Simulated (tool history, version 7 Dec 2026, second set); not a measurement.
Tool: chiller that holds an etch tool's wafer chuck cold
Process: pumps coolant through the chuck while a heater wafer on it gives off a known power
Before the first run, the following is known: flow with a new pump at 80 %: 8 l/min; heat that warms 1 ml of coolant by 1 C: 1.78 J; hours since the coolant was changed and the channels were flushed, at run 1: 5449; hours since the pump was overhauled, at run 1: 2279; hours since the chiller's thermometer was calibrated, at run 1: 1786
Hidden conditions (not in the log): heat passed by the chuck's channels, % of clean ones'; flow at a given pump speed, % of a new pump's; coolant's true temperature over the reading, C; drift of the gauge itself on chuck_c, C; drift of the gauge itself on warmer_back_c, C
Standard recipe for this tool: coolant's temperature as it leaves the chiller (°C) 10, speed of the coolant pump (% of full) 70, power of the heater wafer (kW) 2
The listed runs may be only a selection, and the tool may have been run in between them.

run	hour	coolant's temperature as it leaves the chiller (°C)	speed of the coolant pump (% of full)	power of the heater wafer (kW)	hours since the coolant was changed and the channels were flushed	hours since the pump was overhauled	hours since the chiller's thermometer was calibrated	chuck's temperature once it has settled (°C)	how much warmer the coolant comes back (C)
1	0	10	70	2	5449	2279	1786	37	9.72
2	77	10	70	2	5526	2356	1863	36.9	9.72
3	153	10	70	2	5602	2432	1939	36.9	9.75
4	235.2	10	70	1.375	5684	2514	2022	28.5	6.74
5	319.6	10	70	1.375	5769	2599	2106	28.5	6.69
6	394.9	10	82	2	5844	2674	2181	33.6	8.3
7	442	11	82	2	5891	2721	2229	34.9	8.27
8	520.1	10	70	1.243	5969	2799	2307	26.8	6.06
9	576.4	10	70	1.243	6026	2856	2363	27	6.06
10	628.6	10	70	1.243	6078	2908	2415	26.8	6.07
11	708.5	10	88	2	6158	2988	2495	32.6	7.69
12	760.7	10	70	2	6210	3040	2547	37.3	9.77
13	824.2	10	70	2	6273	3103	2611	37.5	9.76
14	912	10	70	2	6361	3191	2698	37.3	9.79
15	999	15	74	2.418	6448	3278	2785	46.8	11.23
16	1060.6	6	74	2.294	6510	3340	2847	36.2	10.61
17	1152.9	10	64	2.722	6602	3432	2939	50.5	14.65
18	1200	4	70	2	6649	3479	2986	31.6	9.83
19	1263.8	20	74	2.545	6713	3543	3050	53.4	11.79
20	1345.1	9	60	1.557	6794	3624	3132	33.6	9
21	1409.4	19	92	1.557	6858	3689	3196	36	5.8
22	1473.6	19	74	1.732	6923	3753	3260	42	8
23	1520.5	19	74	1.732	6970	3800	3307	42	8.03
24	1604.9	16	61	1.115	7054	3884	3391	33.3	6.3
25	1661.8	13	81	1.974	7111	3941	3448	37.4	8.29
26	1703.1	13	81	1.974	7152	3982	3490	37.3	8.35
27	1789.5	8	86	1.965	7239	4069	3576	30.9	7.79
28	1868.7	17	77	2.22	7318	4148	3655	45.7	9.88

Each row is a separate what-if for the run after 28, all from the same tool condition, not one after another. Results?
A	1919.6	13	63	1.016	7369	4199	3706	?	?
B	1919.6	10	83	1.725	7369	4199	3706	?	?
C	1919.6	17	63	2.22	7369	4199	3706	?	?

run	chuck's temperature once it has settled (°C)	how much warmer the coolant comes back (C)
A	28.4	5.57
B	30.9	7.16
C	51.3	12.16
Had the tool no hidden state, the same runs would have come out as:
run	chuck's temperature once it has settled (°C)	how much warmer the coolant comes back (C)
A	26.3	5.47
B	27.9	7.03
C	46.3	11.94
